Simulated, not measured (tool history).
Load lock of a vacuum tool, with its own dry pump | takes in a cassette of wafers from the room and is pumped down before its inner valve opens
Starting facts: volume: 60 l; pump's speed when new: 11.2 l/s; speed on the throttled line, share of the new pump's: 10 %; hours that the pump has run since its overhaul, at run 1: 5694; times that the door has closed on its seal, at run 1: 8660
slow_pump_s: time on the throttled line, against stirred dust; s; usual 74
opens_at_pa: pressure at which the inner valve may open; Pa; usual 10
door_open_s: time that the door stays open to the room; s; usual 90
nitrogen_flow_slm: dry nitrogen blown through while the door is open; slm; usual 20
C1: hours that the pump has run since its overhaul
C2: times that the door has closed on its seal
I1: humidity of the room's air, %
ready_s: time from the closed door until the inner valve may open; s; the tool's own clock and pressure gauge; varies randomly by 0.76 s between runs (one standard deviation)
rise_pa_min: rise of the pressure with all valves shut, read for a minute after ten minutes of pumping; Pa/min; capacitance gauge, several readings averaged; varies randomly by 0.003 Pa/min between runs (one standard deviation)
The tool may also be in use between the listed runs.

run 1 day=0 | slow_pump_s=74 opens_at_pa=10 door_open_s=90 nitrogen_flow_slm=20 | C1=5694 C2=8660 | I1=42.9 | ready_s=123.9 rise_pa_min=0.077
run 2 day=7.167 | slow_pump_s=74 opens_at_pa=10 door_open_s=166 nitrogen_flow_slm=20 | C1=5866 C2=9109 | I1=45.6 | ready_s=122.6 rise_pa_min=0.098
run 3 day=10.946 | slow_pump_s=74 opens_at_pa=10 door_open_s=90 nitrogen_flow_slm=20 | C1=5957 C2=9346 | I1=42.8 | ready_s=123.3 rise_pa_min=0.077
run 4 day=16.95 | slow_pump_s=74 opens_at_pa=10 door_open_s=74 nitrogen_flow_slm=20 | C1=6101 C2=9722 | I1=48.8 | ready_s=124.6 rise_pa_min=0.079
run 5 day=23.588 | slow_pump_s=74 opens_at_pa=17 door_open_s=90 nitrogen_flow_slm=20 | C1=6260 C2=10137 | I1=46.4 | ready_s=121.4 rise_pa_min=0.093
run 6 day=31.592 | slow_pump_s=74 opens_at_pa=17 door_open_s=90 nitrogen_flow_slm=20 | C1=6452 C2=10639 | I1=46.1 | ready_s=122.6 rise_pa_min=0.09
run 7 day=38.246 | slow_pump_s=74 opens_at_pa=17 door_open_s=90 nitrogen_flow_slm=20 | C1=6612 C2=11056 | I1=46 | ready_s=122.1 rise_pa_min=0.089
run 8 day=42.446 | slow_pump_s=74 opens_at_pa=17 door_open_s=90 nitrogen_flow_slm=20 | C1=6713 C2=11318 | I1=48.6 | ready_s=121.9 rise_pa_min=0.088
run 9 day=49.325 | slow_pump_s=74 opens_at_pa=17 door_open_s=90 nitrogen_flow_slm=20 | C1=6878 C2=11749 | I1=43.8 | ready_s=122.8 rise_pa_min=0.088
run 10 day=55.329 | slow_pump_s=74 opens_at_pa=10 door_open_s=90 nitrogen_flow_slm=44 | C1=7022 C2=12125 | I1=44.2 | ready_s=127.6 rise_pa_min=0.082
run 11 day=62.125 | slow_pump_s=74 opens_at_pa=10 door_open_s=90 nitrogen_flow_slm=44 | C1=7185 C2=12551 | I1=44.3 | ready_s=126.9 rise_pa_min=0.089
run 12 day=66.379 | slow_pump_s=74 opens_at_pa=19 door_open_s=90 nitrogen_flow_slm=44 | C1=7287 C2=12817 | I1=45.5 | ready_s=122.4 rise_pa_min=0.079
run 13 day=73.996 | slow_pump_s=74 opens_at_pa=19 door_open_s=90 nitrogen_flow_slm=44 | C1=7470 C2=13294 | I1=41.1 | ready_s=122.5 rise_pa_min=0.089
run 14 day=81.075 | slow_pump_s=74 opens_at_pa=19 door_open_s=90 nitrogen_flow_slm=44 | C1=7640 C2=13737 | I1=44.8 | ready_s=122 rise_pa_min=0.094
run 15 day=87.267 | slow_pump_s=74 opens_at_pa=10 door_open_s=90 nitrogen_flow_slm=20 | C1=7788 C2=14125 | I1=42.8 | ready_s=125.9 rise_pa_min=0.11
run 16 day=92.896 | slow_pump_s=74 opens_at_pa=10 door_open_s=90 nitrogen_flow_slm=20 | C1=7924 C2=14478 | I1=44.2 | ready_s=126.2 rise_pa_min=0.115
run 17 day=98.758 | slow_pump_s=74 opens_at_pa=10 door_open_s=90 nitrogen_flow_slm=20 | C1=8064 C2=14845 | I1=41.1 | ready_s=126.9 rise_pa_min=0.113
run 18 day=106.7 | slow_pump_s=74 opens_at_pa=10 door_open_s=90 nitrogen_flow_slm=20 | C1=8255 C2=15342 | I1=46 | ready_s=126 rise_pa_min=0.116
run 19 day=114.838 | slow_pump_s=74 opens_at_pa=10 door_open_s=90 nitrogen_flow_slm=20 | C1=8450 C2=15852 | I1=43.3 | ready_s=127.4 rise_pa_min=0.117
run 20 day=119.612 | slow_pump_s=44 opens_at_pa=14 door_open_s=152 nitrogen_flow_slm=4 | C1=8565 C2=16151 | I1=42.3 | ready_s=99.1 rise_pa_min=0.16
run 21 day=127.433 | slow_pump_s=44 opens_at_pa=14 door_open_s=152 nitrogen_flow_slm=4 | C1=8752 C2=16641 | I1=44.4 | ready_s=100.9 rise_pa_min=0.17
run 22 day=134.992 | slow_pump_s=44 opens_at_pa=14 door_open_s=152 nitrogen_flow_slm=4 | C1=8934 C2=17114 | I1=41.1 | ready_s=100.3 rise_pa_min=0.167
run 23 day=138.996 | slow_pump_s=74 opens_at_pa=10 door_open_s=35 nitrogen_flow_slm=26 | C1=9030 C2=17365 | I1=47.2 | ready_s=129.6 rise_pa_min=0.118
run 24 day=143.704 | slow_pump_s=39 opens_at_pa=9 door_open_s=55 nitrogen_flow_slm=4 | C1=9143 C2=17659 | I1=43.3 | ready_s=100.4 rise_pa_min=0.14
run 25 day=150.6 | slow_pump_s=53 opens_at_pa=15 door_open_s=55 nitrogen_flow_slm=4 | C1=9308 C2=18091 | I1=44.9 | ready_s=109.2 rise_pa_min=0.14
run 26 day=157.725 | slow_pump_s=53 opens_at_pa=15 door_open_s=55 nitrogen_flow_slm=4 | C1=9479 C2=18538 | I1=40.8 | ready_s=108.9 rise_pa_min=0.145
run 27 day=165.579 | slow_pump_s=53 opens_at_pa=15 door_open_s=55 nitrogen_flow_slm=10 | C1=9668 C2=19029 | I1=45.7 | ready_s=107.5 rise_pa_min=0.145
run 28 day=172.125 | slow_pump_s=74 opens_at_pa=10 door_open_s=210 nitrogen_flow_slm=12 | C1=9825 C2=19439 | I1=42.6 | ready_s=129.8 rise_pa_min=0.181
run 29 day=177.408 | slow_pump_s=74 opens_at_pa=10 door_open_s=210 nitrogen_flow_slm=12 | C1=9952 C2=19770 | I1=42.3 | ready_s=131 rise_pa_min=0.187
run 30 day=184.562 | slow_pump_s=74 opens_at_pa=10 door_open_s=90 nitrogen_flow_slm=19 | C1=10124 C2=20218 | I1=45 | ready_s=132.4 rise_pa_min=0.155
run 31 day=191.85 | slow_pump_s=74 opens_at_pa=10 door_open_s=90 nitrogen_flow_slm=19 | C1=10298 C2=20675 | I1=43.8 | ready_s=131.4 rise_pa_min=0.154
run 32 day=196.717 | slow_pump_s=74 opens_at_pa=10 door_open_s=90 nitrogen_flow_slm=45 | C1=10415 C2=20979 | I1=45.9 | ready_s=131.2 rise_pa_min=0.142
run 33 day=202.608 | slow_pump_s=74 opens_at_pa=10 door_open_s=90 nitrogen_flow_slm=45 | C1=10557 C2=21348 | I1=46.1 | ready_s=131.3 rise_pa_min=0.148
run 34 day=210.392 | slow_pump_s=74 opens_at_pa=10 door_open_s=90 nitrogen_flow_slm=45 | C1=10743 C2=21836 | I1=40.6 | ready_s=132.7 rise_pa_min=0.152
run 35 day=217.188 | slow_pump_s=72 opens_at_pa=19 door_open_s=44 nitrogen_flow_slm=33 | C1=10907 C2=22261 | I1=44.8 | ready_s=125.4 rise_pa_min=0.148
run 36 day=222.129 | slow_pump_s=72 opens_at_pa=19 door_open_s=44 nitrogen_flow_slm=33 | C1=11025 C2=22571 | I1=42.7 | ready_s=125.7 rise_pa_min=0.151
run 37 day=227.342 | slow_pump_s=72 opens_at_pa=19 door_open_s=44 nitrogen_flow_slm=33 | C1=11150 C2=22897 | I1=45.2 | ready_s=126.3 rise_pa_min=0.149

Alternative continuations, all from the tool just after run 37; predict every row:
run A day=231.029 | slow_pump_s=74 opens_at_pa=17 door_open_s=52 nitrogen_flow_slm=8 | C1=11239 C2=23128 | I1=42.5 | ready_s=? rise_pa_min=?
run B day=231.029 | slow_pump_s=72 opens_at_pa=19 door_open_s=41 nitrogen_flow_slm=8 | C1=11239 C2=23128 | I1=45.6 | ready_s=? rise_pa_min=?
run C day=231.029 | slow_pump_s=38 opens_at_pa=10 door_open_s=53 nitrogen_flow_slm=33 | C1=11239 C2=23128 | I1=44.3 | ready_s=? rise_pa_min=?

run=A ready_s=127.9 rise_pa_min=0.166
run=B ready_s=125.2 rise_pa_min=0.169
run=C ready_s=102.9 rise_pa_min=0.161
Without the tool's unlogged condition, the same runs would have read:
run=A ready_s=112.5 rise_pa_min=0.027
run=B ready_s=110 rise_pa_min=0.028
run=C ready_s=84.6 rise_pa_min=0.022
